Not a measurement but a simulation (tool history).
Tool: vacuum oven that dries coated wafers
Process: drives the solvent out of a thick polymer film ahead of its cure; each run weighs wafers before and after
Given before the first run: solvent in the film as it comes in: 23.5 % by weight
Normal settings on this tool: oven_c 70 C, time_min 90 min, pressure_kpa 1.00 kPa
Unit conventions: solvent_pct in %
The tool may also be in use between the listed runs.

run,hour,oven_c,time_min,pressure_kpa,solvent_pct
1,0.0,70,90,1.00,3.17
2,31.5,70,90,1.00,3.39
3,54.5,70,90,1.00,3.31
4,92.4,70,90,1.00,3.33
5,120.6,70,90,3.57,6.88
6,166.8,70,90,3.57,6.91
7,187.2,61,90,3.57,10.49
8,227.9,61,90,3.57,10.63
9,273.9,61,90,3.57,10.57
10,312.5,70,92,1.00,3.25
11,344.5,70,92,1.00,3.27
12,388.9,70,92,1.00,3.09
13,433.7,70,92,0.94,3.12
14,457.3,68,94,1.00,3.61
15,492.0,64,91,1.00,5.01
16,524.1,68,152,0.84,1.94
17,550.9,68,152,0.84,1.92
18,576.1,82,82,1.00,1.44
19,615.5,82,82,1.00,1.58
20,645.5,67,82,0.83,4.33
21,684.1,72,97,1.28,2.91
22,705.3,66,62,0.55,5.92
23,728.9,70,90,1.05,3.27
24,749.8,66,90,0.64,3.86
25,790.9,76,132,0.97,1.35

Below are 3 alternative next runs, each starting from the tool's condition after run 25. Predict each:
A,815.3,57,89,1.84,?
B,815.3,85,90,2.94,?
C,815.3,76,132,1.99,?

run,solvent_pct
A,9.14
B,2.57
C,2.55
Had the tool no hidden state, the same runs would have come out as:
run,solvent_pct
A,9.07
B,2.55
C,2.53
